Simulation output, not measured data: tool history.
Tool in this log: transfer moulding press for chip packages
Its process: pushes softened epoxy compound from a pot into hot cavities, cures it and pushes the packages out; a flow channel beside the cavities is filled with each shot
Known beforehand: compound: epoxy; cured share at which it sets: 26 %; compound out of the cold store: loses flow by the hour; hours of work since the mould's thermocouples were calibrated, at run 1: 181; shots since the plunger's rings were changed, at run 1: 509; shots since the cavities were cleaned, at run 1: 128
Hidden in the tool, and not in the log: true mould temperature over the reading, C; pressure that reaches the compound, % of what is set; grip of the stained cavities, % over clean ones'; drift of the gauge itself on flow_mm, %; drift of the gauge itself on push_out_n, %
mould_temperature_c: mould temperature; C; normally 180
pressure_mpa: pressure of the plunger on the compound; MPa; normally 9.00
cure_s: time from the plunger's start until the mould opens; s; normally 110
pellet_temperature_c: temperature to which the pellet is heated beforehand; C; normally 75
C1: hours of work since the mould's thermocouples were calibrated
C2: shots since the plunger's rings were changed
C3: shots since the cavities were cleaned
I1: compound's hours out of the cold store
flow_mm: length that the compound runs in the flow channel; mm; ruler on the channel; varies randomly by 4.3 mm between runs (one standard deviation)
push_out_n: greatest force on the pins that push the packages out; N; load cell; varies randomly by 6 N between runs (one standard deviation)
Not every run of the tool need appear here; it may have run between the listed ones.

run 1 hour=0.0 | mould_temperature_c=180 pressure_mpa=9.00 cure_s=110 pellet_temperature_c=75 | C1=181 C2=509 C3=128 | I1=25.8 | flow_mm=875 push_out_n=311
run 2 hour=7.3 | mould_temperature_c=180 pressure_mpa=9.00 cure_s=110 pellet_temperature_c=75 | C1=185 C2=576 C3=195 | I1=34.3 | flow_mm=822 push_out_n=359
run 3 hour=18.4 | mould_temperature_c=180 pressure_mpa=9.00 cure_s=110 pellet_temperature_c=75 | C1=191 C2=677 C3=296 | I1=29.8 | flow_mm=838 push_out_n=373
run 4 hour=26.2 | mould_temperature_c=180 pressure_mpa=9.00 cure_s=110 pellet_temperature_c=75 | C1=195 C2=748 C3=367 | I1=41.5 | flow_mm=784 push_out_n=403
run 5 hour=33.8 | mould_temperature_c=180 pressure_mpa=9.00 cure_s=110 pellet_temperature_c=75 | C1=200 C2=818 C3=437 | I1=47.1 | flow_mm=762 push_out_n=431
-- hour=43.4 cavities cleaned with cleaning compound and waxed
run 6 hour=48.0 | mould_temperature_c=185 pressure_mpa=9.00 cure_s=110 pellet_temperature_c=75 | C1=207 C2=934 C3=42 | I1=28.4 | flow_mm=823 push_out_n=233
run 7 hour=61.0 | mould_temperature_c=185 pressure_mpa=9.00 cure_s=110 pellet_temperature_c=75 | C1=214 C2=1053 C3=161 | I1=29.7 | flow_mm=809 push_out_n=275
run 8 hour=70.7 | mould_temperature_c=173 pressure_mpa=9.00 cure_s=110 pellet_temperature_c=75 | C1=219 C2=1142 C3=250 | I1=44.1 | flow_mm=803 push_out_n=568
run 9 hour=77.4 | mould_temperature_c=173 pressure_mpa=9.00 cure_s=110 pellet_temperature_c=75 | C1=223 C2=1203 C3=311 | I1=24.3 | flow_mm=898 push_out_n=687
run 10 hour=85.9 | mould_temperature_c=173 pressure_mpa=9.00 cure_s=110 pellet_temperature_c=75 | C1=228 C2=1281 C3=389 | I1=31.4 | flow_mm=860 push_out_n=672
run 11 hour=93.9 | mould_temperature_c=181 pressure_mpa=9.00 cure_s=110 pellet_temperature_c=75 | C1=232 C2=1354 C3=462 | I1=28.6 | flow_mm=836 push_out_n=402
-- hour=101.3 cavities cleaned with cleaning compound and waxed
run 12 hour=108.0 | mould_temperature_c=182 pressure_mpa=9.00 cure_s=110 pellet_temperature_c=75 | C1=239 C2=1469 C3=61 | I1=47.4 | flow_mm=754 push_out_n=247
run 13 hour=114.2 | mould_temperature_c=182 pressure_mpa=9.00 cure_s=110 pellet_temperature_c=75 | C1=243 C2=1526 C3=118 | I1=28.1 | flow_mm=848 push_out_n=290
run 14 hour=123.9 | mould_temperature_c=182 pressure_mpa=8.30 cure_s=107 pellet_temperature_c=75 | C1=248 C2=1615 C3=207 | I1=31.8 | flow_mm=781 push_out_n=336
run 15 hour=138.3 | mould_temperature_c=175 pressure_mpa=10.48 cure_s=107 pellet_temperature_c=75 | C1=256 C2=1746 C3=338 | I1=10.5 | flow_mm=1036 push_out_n=658
run 16 hour=147.9 | mould_temperature_c=175 pressure_mpa=10.48 cure_s=107 pellet_temperature_c=75 | C1=262 C2=1834 C3=426 | I1=13.4 | flow_mm=1020 push_out_n=692
-- hour=159.4 cavities cleaned with cleaning compound and waxed
run 17 hour=160.8 | mould_temperature_c=184 pressure_mpa=7.31 cure_s=107 pellet_temperature_c=75 | C1=268 C2=1938 C3=13 | I1=38.9 | flow_mm=700 push_out_n=220
run 18 hour=173.6 | mould_temperature_c=184 pressure_mpa=7.31 cure_s=107 pellet_temperature_c=75 | C1=275 C2=2055 C3=130 | I1=25.5 | flow_mm=751 push_out_n=271
run 19 hour=183.6 | mould_temperature_c=174 pressure_mpa=8.52 cure_s=91 pellet_temperature_c=75 | C1=281 C2=2147 C3=222 | I1=41.2 | flow_mm=785 push_out_n=803
run 20 hour=191.9 | mould_temperature_c=174 pressure_mpa=8.52 cure_s=91 pellet_temperature_c=75 | C1=285 C2=2223 C3=298 | I1=14.1 | flow_mm=915 push_out_n=942
run 21 hour=205.8 | mould_temperature_c=174 pressure_mpa=8.52 cure_s=91 pellet_temperature_c=75 | C1=293 C2=2351 C3=426 | I1=40.3 | flow_mm=788 push_out_n=941
-- hour=216.8 cavities cleaned with cleaning compound and waxed
run 22 hour=218.6 | mould_temperature_c=181 pressure_mpa=7.31 cure_s=125 pellet_temperature_c=75 | C1=299 C2=2453 C3=16 | I1=39.8 | flow_mm=709 push_out_n=210
run 23 hour=232.4 | mould_temperature_c=181 pressure_mpa=7.31 cure_s=125 pellet_temperature_c=75 | C1=307 C2=2580 C3=143 | I1=30.9 | flow_mm=739 push_out_n=274
run 24 hour=242.7 | mould_temperature_c=181 pressure_mpa=7.31 cure_s=114 pellet_temperature_c=75 | C1=313 C2=2674 C3=237 | I1=13.1 | flow_mm=811 push_out_n=355
run 25 hour=248.7 | mould_temperature_c=180 pressure_mpa=9.00 cure_s=117 pellet_temperature_c=74 | C1=316 C2=2729 C3=292 | I1=21.5 | flow_mm=872 push_out_n=368
run 26 hour=254.7 | mould_temperature_c=180 pressure_mpa=7.98 cure_s=110 pellet_temperature_c=75 | C1=319 C2=2784 C3=347 | I1=41.3 | flow_mm=736 push_out_n=398

What if the next run were any one of these 4? Each begins from the tool's condition after run 26:
run A hour=263.5 | mould_temperature_c=180 pressure_mpa=9.00 cure_s=110 pellet_temperature_c=82 | C1=324 C2=2864 C3=427 | I1=39.3 | flow_mm=? push_out_n=?
run B hour=263.5 | mould_temperature_c=187 pressure_mpa=8.03 cure_s=149 pellet_temperature_c=75 | C1=324 C2=2864 C3=427 | I1=28.3 | flow_mm=? push_out_n=?
run C hour=263.5 | mould_temperature_c=175 pressure_mpa=8.47 cure_s=110 pellet_temperature_c=69 | C1=324 C2=2864 C3=427 | I1=23.1 | flow_mm=? push_out_n=?
run D hour=263.5 | mould_temperature_c=180 pressure_mpa=7.98 cure_s=110 pellet_temperature_c=84 | C1=324 C2=2864 C3=427 | I1=45.1 | flow_mm=? push_out_n=?

run=A flow_mm=782 push_out_n=442
run=B flow_mm=761 push_out_n=335
run=C flow_mm=862 push_out_n=631
run=D flow_mm=709 push_out_n=424
Without the tool's hidden state the same runs would have given:
run=A flow_mm=803 push_out_n=226
run=B flow_mm=781 push_out_n=179
run=C flow_mm=884 push_out_n=318
run=D flow_mm=727 push_out_n=216
